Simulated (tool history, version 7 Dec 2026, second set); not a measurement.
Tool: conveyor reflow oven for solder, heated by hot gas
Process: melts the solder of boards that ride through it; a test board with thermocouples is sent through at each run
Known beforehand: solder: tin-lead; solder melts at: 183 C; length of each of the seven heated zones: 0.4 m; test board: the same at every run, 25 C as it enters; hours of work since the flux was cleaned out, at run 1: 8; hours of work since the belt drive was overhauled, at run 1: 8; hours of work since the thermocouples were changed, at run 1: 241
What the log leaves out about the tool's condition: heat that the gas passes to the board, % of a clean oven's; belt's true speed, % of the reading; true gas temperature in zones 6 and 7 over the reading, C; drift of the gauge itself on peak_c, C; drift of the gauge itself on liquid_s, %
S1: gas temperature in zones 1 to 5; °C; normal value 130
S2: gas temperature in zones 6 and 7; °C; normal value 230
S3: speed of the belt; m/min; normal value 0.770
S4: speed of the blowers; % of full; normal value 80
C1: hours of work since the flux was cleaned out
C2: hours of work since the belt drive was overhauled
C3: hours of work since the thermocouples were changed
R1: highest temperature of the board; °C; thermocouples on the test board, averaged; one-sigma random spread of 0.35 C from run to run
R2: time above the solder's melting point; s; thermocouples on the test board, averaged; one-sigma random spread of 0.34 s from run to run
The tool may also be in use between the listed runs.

run 1 hour=0.0 | S1=130 S2=230 S3=0.770 S4=80 | C1=8 C2=8 C3=241 | R1=211.5 R2=40.0
run 2 hour=27.0 | S1=130 S2=230 S3=0.770 S4=80 | C1=22 C2=22 C3=256 | R1=211.0 R2=39.4
run 3 hour=46.0 | S1=130 S2=230 S3=0.770 S4=80 | C1=32 C2=32 C3=266 | R1=211.4 R2=39.5
run 4 hour=68.1 | S1=130 S2=230 S3=0.770 S4=80 | C1=44 C2=44 C3=278 | R1=211.1 R2=39.8
run 5 hour=80.5 | S1=130 S2=230 S3=0.770 S4=80 | C1=51 C2=51 C3=284 | R1=210.9 R2=39.7
run 6 hour=95.1 | S1=130 S2=229 S3=0.770 S4=80 | C1=59 C2=59 C3=292 | R1=210.4 R2=38.9
run 7 hour=119.2 | S1=137 S2=230 S3=0.770 S4=80 | C1=72 C2=72 C3=305 | R1=212.4 R2=42.4
run 8 hour=131.3 | S1=137 S2=230 S3=0.770 S4=80 | C1=78 C2=78 C3=312 | R1=212.5 R2=41.7
run 9 hour=150.0 | S1=130 S2=230 S3=0.770 S4=80 | C1=88 C2=88 C3=322 | R1=210.8 R2=39.1
run 10 hour=166.2 | S1=139 S2=230 S3=0.770 S4=80 | C1=97 C2=97 C3=330 | R1=212.2 R2=43.4
run 11 hour=191.1 | S1=139 S2=230 S3=0.770 S4=80 | C1=110 C2=110 C3=344 | R1=212.7 R2=43.7
run 12 hour=211.4 | S1=139 S2=230 S3=0.770 S4=80 | C1=121 C2=121 C3=355 | R1=212.6 R2=43.3
run 13 hour=228.0 | S1=139 S2=230 S3=0.770 S4=80 | C1=130 C2=130 C3=364 | R1=212.8 R2=42.6
run 14 hour=252.1 | S1=136 S2=230 S3=0.713 S4=89 | C1=143 C2=143 C3=376 | R1=215.8 R2=49.8
run 15 hour=273.0 | S1=130 S2=225 S3=0.872 S4=79 | C1=154 C2=154 C3=388 | R1=201.9 R2=26.6
run 16 hour=299.1 | S1=115 S2=225 S3=0.799 S4=79 | C1=168 C2=168 C3=402 | R1=200.8 R2=26.0
run 17 hour=312.7 | S1=130 S2=228 S3=0.770 S4=66 | C1=176 C2=176 C3=409 | R1=203.1 R2=31.2
run 18 hour=339.0 | S1=130 S2=241 S3=0.901 S4=62 | C1=190 C2=190 C3=423 | R1=203.7 R2=26.6
run 19 hour=352.7 | S1=130 S2=241 S3=0.901 S4=62 | C1=197 C2=197 C3=431 | R1=204.1 R2=27.0
run 20 hour=368.4 | S1=129 S2=230 S3=0.770 S4=53 | C1=205 C2=205 C3=439 | R1=198.0 R2=24.7
-- hour=392.8 flux residue cleaned out of gas plates and filters
run 21 hour=392.8 | S1=130 S2=225 S3=0.770 S4=80 | C1=0 C2=216 C3=449 | R1=208.2 R2=37.8
run 22 hour=407.0 | S1=139 S2=230 S3=0.712 S4=52 | C1=8 C2=223 C3=457 | R1=206.0 R2=39.2
run 23 hour=424.5 | S1=139 S2=230 S3=0.712 S4=85 | C1=17 C2=233 C3=466 | R1=217.5 R2=51.8
run 24 hour=444.0 | S1=134 S2=230 S3=0.811 S4=80 | C1=27 C2=243 C3=477 | R1=210.5 R2=39.2
run 25 hour=470.5 | S1=121 S2=236 S3=0.811 S4=80 | C1=42 C2=258 C3=491 | R1=213.1 R2=37.3
run 26 hour=481.8 | S1=121 S2=236 S3=0.811 S4=80 | C1=48 C2=264 C3=497 | R1=213.2 R2=37.1

Each row is a separate what-if for the run after 26, all from the same tool condition, not one after another. Results?
run A hour=501.7 | S1=130 S2=232 S3=0.770 S4=66 | C1=58 C2=274 C3=508 | R1=? R2=?
run B hour=501.7 | S1=130 S2=230 S3=0.907 S4=80 | C1=58 C2=274 C3=508 | R1=? R2=?
run C hour=501.7 | S1=121 S2=230 S3=0.765 S4=80 | C1=58 C2=274 C3=508 | R1=? R2=?

run=A R1=208.1 R2=36.5
run=B R1=206.4 R2=28.9
run=C R1=210.4 R2=37.8
Take away the tool's hidden state, keep each run's random variation, and the runs would have read:
run=A R1=207.6 R2=36.0
run=B R1=206.0 R2=28.6
run=C R1=209.9 R2=37.4
